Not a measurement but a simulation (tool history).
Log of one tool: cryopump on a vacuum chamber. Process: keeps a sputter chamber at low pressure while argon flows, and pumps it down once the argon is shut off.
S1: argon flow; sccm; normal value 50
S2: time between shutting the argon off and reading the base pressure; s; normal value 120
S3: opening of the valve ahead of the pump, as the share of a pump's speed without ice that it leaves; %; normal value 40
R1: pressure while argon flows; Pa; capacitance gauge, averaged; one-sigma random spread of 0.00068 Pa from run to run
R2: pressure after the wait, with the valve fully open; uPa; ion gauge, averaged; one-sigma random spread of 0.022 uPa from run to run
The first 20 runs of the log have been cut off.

run,hour,S1,S2,S3,R1,R2
21,656.9,52,98,15,0.3259,1.40
22,674.6,70,87,40,0.1733,1.49
23,709.2,20,61,32,0.0613,1.76
24,740.5,47,120,35,0.1331,1.42
25,781.2,53,30,39,0.1373,2.60
26,821.5,55,133,32,0.1727,1.43
27,858.6,71,255,15,0.4530,1.31
28,898.9,50,29,40,0.1296,2.82
29,916.7,22,73,45,0.0523,1.86
30,943.3,22,73,45,0.0526,1.81
31,966.7,22,73,45,0.0516,1.89
32,998.6,77,198,28,0.2801,1.57
33,1022.5,52,29,34,0.1594,2.81
34,1059.1,52,29,34,0.1606,2.93
35,1077.8,45,106,20,0.2214,1.83

What if the next run were any one of these 3? Each begins from the tool's condition after run 35:
# hour 1105.4: pump warmed up, emptied and cooled again
A,1109.9,80,120,15,?,?
# hour 1105.4: pump warmed up, emptied and cooled again
B,1109.9,30,96,20,?,?
# hour 1105.4: pump warmed up, emptied and cooled again
C,1109.9,41,120,40,?,?

run,R1,R2
A,0.4902,1.39
B,0.1369,1.41
C,0.0957,1.41
What these runs would have given with no unlogged condition in the tool:
run,R1,R2
A,0.4888,0.57
B,0.1364,0.60
C,0.0949,0.58
